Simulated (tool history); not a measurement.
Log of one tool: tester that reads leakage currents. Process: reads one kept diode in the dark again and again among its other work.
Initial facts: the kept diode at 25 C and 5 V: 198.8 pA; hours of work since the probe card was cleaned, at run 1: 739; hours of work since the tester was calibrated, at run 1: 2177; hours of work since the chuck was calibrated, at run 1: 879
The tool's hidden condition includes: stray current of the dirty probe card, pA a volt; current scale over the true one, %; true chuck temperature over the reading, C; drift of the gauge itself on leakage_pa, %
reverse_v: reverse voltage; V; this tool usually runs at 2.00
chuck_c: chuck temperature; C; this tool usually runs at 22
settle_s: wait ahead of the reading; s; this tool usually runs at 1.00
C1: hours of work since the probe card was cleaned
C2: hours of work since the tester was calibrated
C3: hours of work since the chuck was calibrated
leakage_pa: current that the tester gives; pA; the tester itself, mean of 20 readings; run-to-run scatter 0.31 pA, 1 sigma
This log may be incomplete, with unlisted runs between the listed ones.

{"run": 1, "day": 0.0, "reverse_v": 2.0, "chuck_c": 22, "settle_s": 1.0, "C1": 739, "C2": 2177, "C3": 879, "leakage_pa": 109.39}
{"run": 2, "day": 3.875, "reverse_v": 2.0, "chuck_c": 22, "settle_s": 1.0, "C1": 802, "C2": 2240, "C3": 941, "leakage_pa": 109.96}
{"run": 3, "day": 7.858, "reverse_v": 2.0, "chuck_c": 22, "settle_s": 8.12, "C1": 866, "C2": 2304, "C3": 1006, "leakage_pa": 109.69}
{"run": 4, "day": 12.567, "reverse_v": 2.0, "chuck_c": 22, "settle_s": 8.12, "C1": 942, "C2": 2380, "C3": 1082, "leakage_pa": 110.64}
{"run": 5, "day": 16.533, "reverse_v": 1.26, "chuck_c": 22, "settle_s": 8.12, "C1": 1007, "C2": 2444, "C3": 1146, "leakage_pa": 88.16}
{"run": 6, "day": 20.988, "reverse_v": 2.0, "chuck_c": 22, "settle_s": 1.0, "C1": 1079, "C2": 2516, "C3": 1218, "leakage_pa": 112.06}
{"run": 7, "day": 25.542, "reverse_v": 3.78, "chuck_c": 22, "settle_s": 1.0, "C1": 1152, "C2": 2590, "C3": 1292, "leakage_pa": 155.47}
{"day": 26.067, "done": "chuck's temperature calibrated"}
{"run": 8, "day": 28.146, "reverse_v": 3.78, "chuck_c": 22, "settle_s": 1.0, "C1": 1193, "C2": 2631, "C3": 34, "leakage_pa": 139.76}
{"run": 9, "day": 31.488, "reverse_v": 3.78, "chuck_c": 22, "settle_s": 1.0, "C1": 1247, "C2": 2685, "C3": 88, "leakage_pa": 139.27}
{"run": 10, "day": 36.321, "reverse_v": 3.78, "chuck_c": 22, "settle_s": 1.0, "C1": 1325, "C2": 2763, "C3": 166, "leakage_pa": 141.09}
{"run": 11, "day": 39.804, "reverse_v": 2.93, "chuck_c": 22, "settle_s": 1.0, "C1": 1381, "C2": 2819, "C3": 222, "leakage_pa": 124.42}
{"run": 12, "day": 43.429, "reverse_v": 9.7, "chuck_c": 22, "settle_s": 1.0, "C1": 1440, "C2": 2878, "C3": 281, "leakage_pa": 228.31}
{"run": 13, "day": 47.196, "reverse_v": 9.7, "chuck_c": 22, "settle_s": 1.0, "C1": 1501, "C2": 2939, "C3": 342, "leakage_pa": 229.31}
{"run": 14, "day": 50.242, "reverse_v": 2.0, "chuck_c": 22, "settle_s": 1.0, "C1": 1550, "C2": 2988, "C3": 391, "leakage_pa": 104.39}
{"run": 15, "day": 54.033, "reverse_v": 5.48, "chuck_c": 22, "settle_s": 1.0, "C1": 1611, "C2": 3049, "C3": 452, "leakage_pa": 174.15}
{"run": 16, "day": 56.829, "reverse_v": 2.0, "chuck_c": 21, "settle_s": 1.0, "C1": 1657, "C2": 3094, "C3": 497, "leakage_pa": 97.2}
{"run": 17, "day": 60.95, "reverse_v": 2.0, "chuck_c": 22, "settle_s": 1.0, "C1": 1723, "C2": 3161, "C3": 564, "leakage_pa": 105.44}
{"run": 18, "day": 64.288, "reverse_v": 2.0, "chuck_c": 22, "settle_s": 1.0, "C1": 1777, "C2": 3215, "C3": 618, "leakage_pa": 106.2}
{"run": 19, "day": 68.946, "reverse_v": 2.0, "chuck_c": 22, "settle_s": 1.0, "C1": 1853, "C2": 3290, "C3": 693, "leakage_pa": 106.44}
{"run": 20, "day": 72.779, "reverse_v": 2.0, "chuck_c": 22, "settle_s": 1.0, "C1": 1915, "C2": 3352, "C3": 755, "leakage_pa": 106.93}
{"run": 21, "day": 77.592, "reverse_v": 17.91, "chuck_c": 22, "settle_s": 0.84, "C1": 1992, "C2": 3430, "C3": 833, "leakage_pa": 328.06}
{"run": 22, "day": 81.221, "reverse_v": 17.91, "chuck_c": 22, "settle_s": 0.84, "C1": 2051, "C2": 3489, "C3": 892, "leakage_pa": 330.22}
{"run": 23, "day": 83.25, "reverse_v": 4.02, "chuck_c": 52, "settle_s": 6.7, "C1": 2084, "C2": 3521, "C3": 925, "leakage_pa": 1140.32}
{"run": 24, "day": 86.879, "reverse_v": 5.23, "chuck_c": 39, "settle_s": 1.0, "C1": 2143, "C2": 3580, "C3": 983, "leakage_pa": 572.96}
{"run": 25, "day": 89.246, "reverse_v": 10.39, "chuck_c": 47, "settle_s": 2.2, "C1": 2181, "C2": 3618, "C3": 1022, "leakage_pa": 1349.39}
{"run": 26, "day": 92.833, "reverse_v": 10.39, "chuck_c": 47, "settle_s": 2.2, "C1": 2239, "C2": 3676, "C3": 1079, "leakage_pa": 1354.32}
{"day": 96.179, "done": "probe card cleaned and baked"}
{"run": 27, "day": 96.179, "reverse_v": 1.01, "chuck_c": 25, "settle_s": 7.77, "C1": 0, "C2": 3729, "C3": 1132, "leakage_pa": 96.21}
{"run": 28, "day": 100.104, "reverse_v": 1.99, "chuck_c": 23, "settle_s": 1.92, "C1": 63, "C2": 3792, "C3": 1195, "leakage_pa": 117.29}
{"run": 29, "day": 102.808, "reverse_v": 5.89, "chuck_c": 28, "settle_s": 1.92, "C1": 107, "C2": 3836, "C3": 1239, "leakage_pa": 292.09}
{"day": 106.833, "done": "chuck's temperature calibrated"}
{"run": 30, "day": 107.279, "reverse_v": 2.0, "chuck_c": 46, "settle_s": 1.0, "C1": 178, "C2": 3907, "C3": 7, "leakage_pa": 522.02}
{"run": 31, "day": 110.038, "reverse_v": 11.68, "chuck_c": 46, "settle_s": 2.08, "C1": 223, "C2": 3951, "C3": 52, "leakage_pa": 1262.35}
{"run": 32, "day": 113.35, "reverse_v": 4.41, "chuck_c": 39, "settle_s": 1.44, "C1": 276, "C2": 4005, "C3": 105, "leakage_pa": 496.44}
{"run": 33, "day": 115.329, "reverse_v": 9.14, "chuck_c": 22, "settle_s": 3.5, "C1": 308, "C2": 4037, "C3": 137, "leakage_pa": 217.11}
{"run": 34, "day": 118.725, "reverse_v": 9.14, "chuck_c": 22, "settle_s": 3.5, "C1": 363, "C2": 4092, "C3": 192, "leakage_pa": 219.29}
{"run": 35, "day": 120.904, "reverse_v": 2.0, "chuck_c": 22, "settle_s": 0.37, "C1": 398, "C2": 4127, "C3": 228, "leakage_pa": 103.7}
{"run": 36, "day": 123.933, "reverse_v": 2.0, "chuck_c": 39, "settle_s": 0.81, "C1": 447, "C2": 4176, "C3": 276, "leakage_pa": 338.08}
{"run": 37, "day": 128.129, "reverse_v": 2.0, "chuck_c": 39, "settle_s": 0.81, "C1": 515, "C2": 4244, "C3": 344, "leakage_pa": 340.09}
{"run": 38, "day": 131.883, "reverse_v": 2.0, "chuck_c": 39, "settle_s": 0.81, "C1": 576, "C2": 4304, "C3": 405, "leakage_pa": 342.81}
{"run": 39, "day": 134.983, "reverse_v": 2.0, "chuck_c": 58, "settle_s": 0.77, "C1": 626, "C2": 4355, "C3": 455, "leakage_pa": 1119.56}
{"run": 40, "day": 139.671, "reverse_v": 8.82, "chuck_c": 55, "settle_s": 3.67, "C1": 702, "C2": 4430, "C3": 531, "leakage_pa": 1965.4}

Here are 3 independent what-if runs from the current tool condition. What would each one return?
{"run": "A", "day": 142.304, "reverse_v": 1.91, "chuck_c": 55, "settle_s": 3.67, "C1": 744, "C2": 4473, "C3": 574, "leakage_pa": "?"}
{"run": "B", "day": 142.304, "reverse_v": 1.85, "chuck_c": 55, "settle_s": 3.67, "C1": 744, "C2": 4473, "C3": 574, "leakage_pa": "?"}
{"run": "C", "day": 142.304, "reverse_v": 2.0, "chuck_c": 45, "settle_s": 1.0, "C1": 744, "C2": 4473, "C3": 574, "leakage_pa": "?"}

run=A leakage_pa=915.92
run=B leakage_pa=905.77
run=C leakage_pa=508.98
With no hidden state in the tool, these same runs would have given:
run=A leakage_pa=890.14
run=B leakage_pa=880.28
run=C leakage_pa=493.37
